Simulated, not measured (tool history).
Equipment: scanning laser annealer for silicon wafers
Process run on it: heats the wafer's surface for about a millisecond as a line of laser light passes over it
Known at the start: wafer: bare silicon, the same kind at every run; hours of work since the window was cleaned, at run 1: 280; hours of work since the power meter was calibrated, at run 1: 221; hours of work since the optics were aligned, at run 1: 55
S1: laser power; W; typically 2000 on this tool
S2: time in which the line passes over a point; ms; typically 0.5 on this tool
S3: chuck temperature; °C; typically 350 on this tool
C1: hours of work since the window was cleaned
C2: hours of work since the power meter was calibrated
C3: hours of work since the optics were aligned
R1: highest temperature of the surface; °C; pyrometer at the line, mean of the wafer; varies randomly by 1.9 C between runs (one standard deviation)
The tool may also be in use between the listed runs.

{"run": 1, "hour": 0.0, "S1": 2000, "S2": 0.5, "S3": 350, "C1": 280, "C2": 221, "C3": 55, "R1": 1136}
{"run": 2, "hour": 4.8, "S1": 2000, "S2": 0.5, "S3": 350, "C1": 283, "C2": 224, "C3": 58, "R1": 1134}
{"run": 3, "hour": 9.6, "S1": 2000, "S2": 0.5, "S3": 350, "C1": 286, "C2": 227, "C3": 61, "R1": 1132}
{"run": 4, "hour": 18.7, "S1": 2000, "S2": 0.5, "S3": 350, "C1": 292, "C2": 233, "C3": 66, "R1": 1134}
{"run": 5, "hour": 26.5, "S1": 2000, "S2": 0.5, "S3": 350, "C1": 297, "C2": 238, "C3": 71, "R1": 1133}
{"run": 6, "hour": 36.0, "S1": 2000, "S2": 0.407, "S3": 350, "C1": 302, "C2": 244, "C3": 77, "R1": 1045}
{"run": 7, "hour": 43.1, "S1": 2000, "S2": 0.5, "S3": 313, "C1": 307, "C2": 248, "C3": 82, "R1": 1095}
{"run": 8, "hour": 52.5, "S1": 2000, "S2": 0.576, "S3": 313, "C1": 313, "C2": 254, "C3": 87, "R1": 1159}
{"run": 9, "hour": 56.9, "S1": 2000, "S2": 0.576, "S3": 313, "C1": 316, "C2": 257, "C3": 90, "R1": 1158}
{"run": 10, "hour": 65.2, "S1": 2000, "S2": 0.576, "S3": 313, "C1": 321, "C2": 262, "C3": 95, "R1": 1158}
{"run": 11, "hour": 74.2, "S1": 2000, "S2": 0.5, "S3": 347, "C1": 326, "C2": 268, "C3": 101, "R1": 1128}
{"run": 12, "hour": 83.3, "S1": 2000, "S2": 0.5, "S3": 348, "C1": 332, "C2": 273, "C3": 107, "R1": 1125}
{"run": 13, "hour": 90.4, "S1": 2000, "S2": 0.5, "S3": 348, "C1": 336, "C2": 278, "C3": 111, "R1": 1129}
{"run": 14, "hour": 98.6, "S1": 2000, "S2": 0.5, "S3": 350, "C1": 342, "C2": 283, "C3": 116, "R1": 1129}
{"run": 15, "hour": 105.5, "S1": 2000, "S2": 0.5, "S3": 350, "C1": 346, "C2": 287, "C3": 121, "R1": 1129}
{"run": 16, "hour": 112.1, "S1": 2000, "S2": 0.5, "S3": 350, "C1": 350, "C2": 291, "C3": 125, "R1": 1127}
{"run": 17, "hour": 117.6, "S1": 2000, "S2": 0.5, "S3": 350, "C1": 353, "C2": 295, "C3": 128, "R1": 1126}
{"run": 18, "hour": 125.4, "S1": 2000, "S2": 0.5, "S3": 350, "C1": 358, "C2": 300, "C3": 133, "R1": 1124}
{"run": 19, "hour": 130.7, "S1": 2000, "S2": 0.5, "S3": 350, "C1": 362, "C2": 303, "C3": 136, "R1": 1129}
{"run": 20, "hour": 136.4, "S1": 2000, "S2": 0.5, "S3": 351, "C1": 365, "C2": 307, "C3": 140, "R1": 1127}
{"run": 21, "hour": 144.8, "S1": 2190, "S2": 0.404, "S3": 321, "C1": 370, "C2": 312, "C3": 145, "R1": 1068}
{"run": 22, "hour": 150.3, "S1": 2190, "S2": 0.404, "S3": 372, "C1": 374, "C2": 315, "C3": 148, "R1": 1121}
{"run": 23, "hour": 155.6, "S1": 2190, "S2": 0.404, "S3": 372, "C1": 377, "C2": 319, "C3": 152, "R1": 1120}
{"run": 24, "hour": 164.0, "S1": 2190, "S2": 0.404, "S3": 372, "C1": 382, "C2": 324, "C3": 157, "R1": 1118}
{"run": 25, "hour": 172.9, "S1": 1956, "S2": 0.37, "S3": 372, "C1": 388, "C2": 329, "C3": 163, "R1": 1010}
{"run": 26, "hour": 179.1, "S1": 1956, "S2": 0.37, "S3": 372, "C1": 392, "C2": 333, "C3": 167, "R1": 1009}
{"run": 27, "hour": 185.2, "S1": 2151, "S2": 0.5, "S3": 344, "C1": 396, "C2": 337, "C3": 170, "R1": 1172}
{"run": 28, "hour": 192.3, "S1": 2151, "S2": 0.5, "S3": 344, "C1": 400, "C2": 341, "C3": 175, "R1": 1174}
{"run": 29, "hour": 196.8, "S1": 1942, "S2": 0.454, "S3": 344, "C1": 403, "C2": 344, "C3": 178, "R1": 1057}
{"run": 30, "hour": 207.1, "S1": 2000, "S2": 0.574, "S3": 366, "C1": 409, "C2": 351, "C3": 184, "R1": 1203}
{"run": 31, "hour": 211.7, "S1": 1960, "S2": 0.366, "S3": 320, "C1": 412, "C2": 354, "C3": 187, "R1": 953}
{"run": 32, "hour": 221.9, "S1": 1779, "S2": 0.366, "S3": 378, "C1": 419, "C2": 360, "C3": 193, "R1": 957}
{"run": 33, "hour": 232.1, "S1": 1779, "S2": 0.366, "S3": 378, "C1": 425, "C2": 366, "C3": 200, "R1": 961}
{"run": 34, "hour": 237.1, "S1": 1779, "S2": 0.424, "S3": 355, "C1": 428, "C2": 370, "C3": 203, "R1": 987}
{"run": 35, "hour": 244.8, "S1": 1779, "S2": 0.424, "S3": 355, "C1": 433, "C2": 374, "C3": 208, "R1": 986}
{"run": 36, "hour": 249.7, "S1": 1779, "S2": 0.424, "S3": 355, "C1": 436, "C2": 377, "C3": 211, "R1": 984}
{"run": 37, "hour": 260.1, "S1": 1779, "S2": 0.587, "S3": 355, "C1": 443, "C2": 384, "C3": 217, "R1": 1118}
{"run": 38, "hour": 264.8, "S1": 2000, "S2": 0.372, "S3": 315, "C1": 445, "C2": 387, "C3": 220, "R1": 967}
{"run": 39, "hour": 270.0, "S1": 2085, "S2": 0.514, "S3": 386, "C1": 449, "C2": 390, "C3": 223, "R1": 1207}
{"run": 40, "hour": 276.1, "S1": 2025, "S2": 0.5, "S3": 363, "C1": 453, "C2": 394, "C3": 227, "R1": 1144}

Consider 4 possible next runs. They are alternatives, not a sequence: every one starts from the tool as it was left by run 40. What does each give?
{"run": "A", "hour": 283.5, "S1": 2025, "S2": 0.6, "S3": 363, "C1": 457, "C2": 398, "C3": 232, "R1": "?"}
{"run": "B", "hour": 283.5, "S1": 2002, "S2": 0.503, "S3": 347, "C1": 457, "C2": 398, "C3": 232, "R1": "?"}
{"run": "C", "hour": 283.5, "S1": 1790, "S2": 0.504, "S3": 378, "C1": 457, "C2": 398, "C3": 232, "R1": "?"}
{"run": "D", "hour": 283.5, "S1": 2046, "S2": 0.461, "S3": 366, "C1": 457, "C2": 398, "C3": 232, "R1": "?"}

run=A R1=1227
run=B R1=1123
run=C R1=1079
run=D R1=1117
Take away the tool's hidden state, keep each run's random variation, and the runs would have read:
run=A R1=1260
run=B R1=1153
run=C R1=1106
run=D R1=1146
